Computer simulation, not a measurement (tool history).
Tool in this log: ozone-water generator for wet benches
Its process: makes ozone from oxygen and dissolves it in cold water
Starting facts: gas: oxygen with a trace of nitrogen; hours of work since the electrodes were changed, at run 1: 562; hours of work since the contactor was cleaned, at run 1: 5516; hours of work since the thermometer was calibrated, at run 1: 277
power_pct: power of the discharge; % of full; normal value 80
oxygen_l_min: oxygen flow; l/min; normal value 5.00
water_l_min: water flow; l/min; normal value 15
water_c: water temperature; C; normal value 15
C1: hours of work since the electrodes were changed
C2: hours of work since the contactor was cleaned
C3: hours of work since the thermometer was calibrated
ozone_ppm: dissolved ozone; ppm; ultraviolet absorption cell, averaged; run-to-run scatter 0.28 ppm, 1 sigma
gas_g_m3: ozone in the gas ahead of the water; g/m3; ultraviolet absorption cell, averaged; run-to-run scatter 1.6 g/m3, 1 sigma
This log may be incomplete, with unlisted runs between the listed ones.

Run 1, day 0.000: usual settings; C1 562; C2 5516; C3 277. Result: ozone_ppm 42.3 ppm, gas_g_m3 303.8 g/m3.
Run 2, day 2.925: usual settings but water_c 12 C; C1 629; C2 5583; C3 344. Result: ozone_ppm 44.1 ppm, gas_g_m3 304.1 g/m3.
Run 3, day 6.254: usual settings but water_c 12 C; C1 705; C2 5659; C3 420. Result: ozone_ppm 44.6 ppm, gas_g_m3 302.5 g/m3.
Run 4, day 10.088: usual settings but water_c 12 C; C1 793; C2 5746; C3 507. Result: ozone_ppm 44.4 ppm, gas_g_m3 302.6 g/m3.
Run 5, day 13.517: usual settings; C1 871; C2 5825; C3 586. Result: ozone_ppm 42.2 ppm, gas_g_m3 303.2 g/m3.
Run 6, day 17.117: usual settings; C1 954; C2 5907; C3 668. Result: ozone_ppm 42.0 ppm, gas_g_m3 303.3 g/m3.
Run 7, day 20.179: usual settings; C1 1024; C2 5977; C3 738. Result: ozone_ppm 42.0 ppm, gas_g_m3 301.0 g/m3.
Run 8, day 23.029: usual settings; C1 1089; C2 6043; C3 804. Result: ozone_ppm 42.8 ppm, gas_g_m3 297.4 g/m3.
Run 9, day 27.225: usual settings; C1 1185; C2 6139; C3 900. Result: ozone_ppm 42.1 ppm, gas_g_m3 300.5 g/m3.
Run 10, day 30.942: usual settings; C1 1270; C2 6224; C3 985. Result: ozone_ppm 41.7 ppm, gas_g_m3 299.8 g/m3.
Run 11, day 35.400: usual settings; C1 1372; C2 6326; C3 1087. Result: ozone_ppm 41.3 ppm, gas_g_m3 296.3 g/m3.
Run 12, day 39.629: usual settings; C1 1469; C2 6422; C3 1183. Result: ozone_ppm 41.2 ppm, gas_g_m3 299.8 g/m3.
Run 13, day 42.667: usual settings; C1 1538; C2 6492; C3 1253. Result: ozone_ppm 41.2 ppm, gas_g_m3 294.8 g/m3.
Run 14, day 47.854: usual settings but oxygen_l_min 2.51 l/min; C1 1657; C2 6611; C3 1372. Result: ozone_ppm 35.9 ppm, gas_g_m3 384.1 g/m3.
Run 15, day 50.817: usual settings; C1 1725; C2 6678; C3 1439. Result: ozone_ppm 41.5 ppm, gas_g_m3 295.5 g/m3.
Run 16, day 55.754: usual settings; C1 1838; C2 6791; C3 1552. Result: ozone_ppm 41.1 ppm, gas_g_m3 297.2 g/m3.
Run 17, day 59.779: usual settings; C1 1930; C2 6883; C3 1644. Result: ozone_ppm 40.6 ppm, gas_g_m3 297.2 g/m3.
Run 18, day 62.629: usual settings; C1 1995; C2 6949; C3 1710. Result: ozone_ppm 40.8 ppm, gas_g_m3 296.1 g/m3.
Run 19, day 68.562: usual settings; C1 2131; C2 7084; C3 1845. Result: ozone_ppm 40.9 ppm, gas_g_m3 293.4 g/m3.
Run 20, day 72.033: usual settings but power_pct 48 % of full, water_c 21 C; C1 2210; C2 7164; C3 1925. Result: ozone_ppm 24.8 ppm, gas_g_m3 198.6 g/m3.
At day 72.767: contactor cleaned.
Run 21, day 74.938: usual settings but power_pct 48 % of full, water_c 21 C; C1 2273; C2 50; C3 1987. Result: ozone_ppm 24.4 ppm, gas_g_m3 198.5 g/m3.
Run 22, day 81.596: usual settings but power_pct 68 % of full, water_l_min 17 l/min, water_c 21 C; C1 2425; C2 202; C3 2140. Result: ozone_ppm 29.2 ppm, gas_g_m3 260.4 g/m3.
Run 23, day 88.267: usual settings but power_pct 68 % of full, water_l_min 17 l/min, water_c 21 C; C1 2578; C2 355; C3 2292. Result: ozone_ppm 29.4 ppm, gas_g_m3 260.4 g/m3.
Run 24, day 93.529: usual settings but power_pct 68 % of full, water_l_min 17 l/min, water_c 21 C; C1 2698; C2 475; C3 2413. Result: ozone_ppm 29.1 ppm, gas_g_m3 256.5 g/m3.
At day 98.338: water thermometer calibrated.
Run 25, day 99.767: usual settings but oxygen_l_min 5.99 l/min, water_l_min 11 l/min; C1 2840; C2 617; C3 33. Result: ozone_ppm 47.8 ppm, gas_g_m3 269.8 g/m3.
Run 26, day 105.838: usual settings but oxygen_l_min 5.99 l/min, water_l_min 11 l/min; C1 2979; C2 756; C3 172. Result: ozone_ppm 47.5 ppm, gas_g_m3 269.3 g/m3.
Run 27, day 109.138: usual settings but oxygen_l_min 5.99 l/min, water_l_min 11 l/min; C1 3055; C2 832; C3 247. Result: ozone_ppm 47.2 ppm, gas_g_m3 271.1 g/m3.
At day 113.717: contactor cleaned, once more.
Run 28, day 116.025: usual settings but oxygen_l_min 6.06 l/min, water_l_min 11 l/min; C1 3209; C2 53; C3 401. Result: ozone_ppm 50.4 ppm, gas_g_m3 268.0 g/m3.
Run 29, day 122.525: usual settings but power_pct 60 % of full, oxygen_l_min 2.89 l/min, water_l_min 22 l/min, water_c 9 C; C1 3357; C2 202; C3 550. Result: ozone_ppm 22.7 ppm, gas_g_m3 284.5 g/m3.
Run 30, day 127.512: usual settings but power_pct 48 % of full, water_l_min 11 l/min; C1 3471; C2 316; C3 664. Result: ozone_ppm 34.0 ppm, gas_g_m3 196.1 g/m3.
Run 31, day 134.038: usual settings but power_pct 68 % of full, oxygen_l_min 8.35 l/min, water_l_min 11 l/min; C1 3621; C2 465; C3 813. Result: ozone_ppm 44.3 ppm, gas_g_m3 210.8 g/m3.
Run 32, day 139.892: usual settings but oxygen_l_min 7.28 l/min, water_c 10 C; C1 3755; C2 599; C3 947. Result: ozone_ppm 46.6 ppm, gas_g_m3 245.5 g/m3.
Run 33, day 144.721: usual settings but oxygen_l_min 4.21 l/min, water_c 19 C; C1 3865; C2 709; C3 1057. Result: ozone_ppm 37.5 ppm, gas_g_m3 301.0 g/m3.

Describe how what the log doesn't record of the tool's condition differs between the last listed run preceding each entry between runs and the first listed run following it.
From run 20 to run 21: contactor cleaned (day 72.767)
  yield of the discharge, % of new electrodes': 96.3 -> 96.2; contactor's efficiency, % of a clean one's: 89.2 -> 83.5; true water temperature over the reading, C: 0.1 -> 0.11
  measured minus no-state result, ozone_ppm: -1.8 -> -2.5 ppm; gas_g_m3: -5.4 -> -5.6 g/m3
From run 24 to run 25: water thermometer calibrated (day 98.338)
  yield of the discharge, % of new electrodes': 95.4 -> 95.1; contactor's efficiency, % of a clean one's: 82.9 -> 82.7; true water temperature over the reading, C: 0.12 -> -0.01
  measured minus no-state result, ozone_ppm: -3.8 -> -6.0 ppm; gas_g_m3: -12.2 -> -15.3 g/m3
From run 27 to run 28: contactor cleaned, once more (day 113.717)
  yield of the discharge, % of new electrodes': 94.7 -> 94.4; contactor's efficiency, % of a clean one's: 82.4 -> 99.5
  measured minus no-state result, ozone_ppm: -6.3 -> -3.4 ppm; gas_g_m3: -16.9 -> -17.6 g/m3
